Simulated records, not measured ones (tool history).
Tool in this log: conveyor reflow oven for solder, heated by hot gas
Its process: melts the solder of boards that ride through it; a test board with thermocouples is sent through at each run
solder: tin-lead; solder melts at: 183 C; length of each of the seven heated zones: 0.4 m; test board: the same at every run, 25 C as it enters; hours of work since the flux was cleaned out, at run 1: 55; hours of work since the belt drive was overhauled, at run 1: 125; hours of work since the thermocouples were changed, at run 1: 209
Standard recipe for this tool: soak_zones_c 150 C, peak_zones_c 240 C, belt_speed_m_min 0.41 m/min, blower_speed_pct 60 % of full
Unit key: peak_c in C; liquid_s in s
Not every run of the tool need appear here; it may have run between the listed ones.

run	hour	soak_zones_c	peak_zones_c	belt_speed_m_min	blower_speed_pct	hours of work since the flux was cleaned out	hours of work since the belt drive was overhauled	hours of work since the thermocouples were changed	peak_c	liquid_s
1	0	150	240	0.41	60	55	125	209	223.7	100.4
2	31.6	150	240	0.41	60	74	144	228	223.2	101.9
3	60.4	150	240	0.41	60	91	161	245	223.5	99.8
4	79.7	150	240	0.41	83	103	173	257	228.1	105.8
5	97.9	150	240	0.41	83	114	184	268	228.2	106.3
6	114.2	150	240	0.41	83	124	194	277	228.2	105.9
7	145.5	146	240	0.41	83	142	212	296	226.9	102.8
8	166.5	146	240	0.41	83	155	225	309	227	102.6
# hour 173.3: flux residue cleaned out of gas plates and filters
9	201.8	146	240	0.41	83	17	243	327	227.4	102.2
10	224.4	146	240	0.41	83	31	257	341	226.9	102
11	259	150	240	0.41	52	52	278	362	219.4	95.8
12	277.4	150	240	0.41	52	63	289	373	218.4	96.2
# hour 300.8: flux residue cleaned out of gas plates and filters, once more
13	311.7	150	240	0.41	52	7	307	390	221.6	99.7
14	345.3	150	240	0.41	52	27	327	411	220.9	99.1
15	375.4	150	240	0.41	60	45	345	429	223.1	101.6
16	408.2	150	240	0.41	60	65	365	449	223.9	102.3
17	428.8	150	240	0.41	60	77	377	461	223.6	102.2
18	459.9	150	237	0.41	76	96	396	480	224.7	103.4
19	484.1	150	240	0.476	60	110	410	494	218.4	82.3
20	512.2	136	231	0.41	60	127	427	511	213.3	80.9
21	536.3	152	237	0.433	60	142	442	526	219.6	93.6
22	563.3	152	240	0.425	78	158	458	542	226.6	101.4
23	595.5	150	240	0.406	64	178	477	561	224.4	103.6
24	617.2	163	240	0.47	64	191	491	574	221.4	95.8
25	648.6	155	243	0.346	57	210	509	593	230.4	131.7
26	681.9	155	243	0.346	57	230	530	613	230.1	132.4
27	711	155	243	0.346	90	247	547	631	236.3	135
28	744.1	154	240	0.41	74	267	567	651	226.6	107.3
29	775.3	161	230	0.41	55	286	586	670	215.4	101
30	795.6	161	230	0.41	55	298	598	682	214.6	100.3

Selected run-to-run steps in peak_c, each split into two signed amounts: the part the tool would show with no hidden state at all (from settings, incoming material and random variation), and the remainder, which goes to the hidden state together with any gauge scatter not common to the measured and the hidden-state-free results:
What the log doesn't record here: heat that the gas passes to the board, % of a clean oven's; belt's true speed, % of the reading; true gas temperature in zones 6 and 7 over the reading, C; drift of the gauge itself on peak_c, C; drift of the gauge itself on liquid_s, %.
Run 8 -> 9: flux residue cleaned out of gas plates and filters. peak_c +0.4 C: hidden state -0.7, all else +1.1.
Run 12 -> 13: flux residue cleaned out of gas plates and filters, once more. peak_c +3.2 C: hidden state +2.1, all else +1.1.
Run 24 -> 25: soak_zones_c 163 -> 155, peak_zones_c 240 -> 243, belt_speed_m_min 0.47 -> 0.346, blower_speed_pct 64 -> 57. peak_c +9 C: hidden state +0.2, all else +8.8.
Run 27 -> 28: soak_zones_c 155 -> 154, peak_zones_c 243 -> 240, belt_speed_m_min 0.346 -> 0.41, blower_speed_pct 90 -> 74. peak_c -9.7 C: hidden state -0.4, all else -9.3.
Run 28 -> 29: soak_zones_c 154 -> 161, peak_zones_c 240 -> 230, blower_speed_pct 74 -> 55. peak_c -11.2 C: hidden state +0.3, all else -11.5.
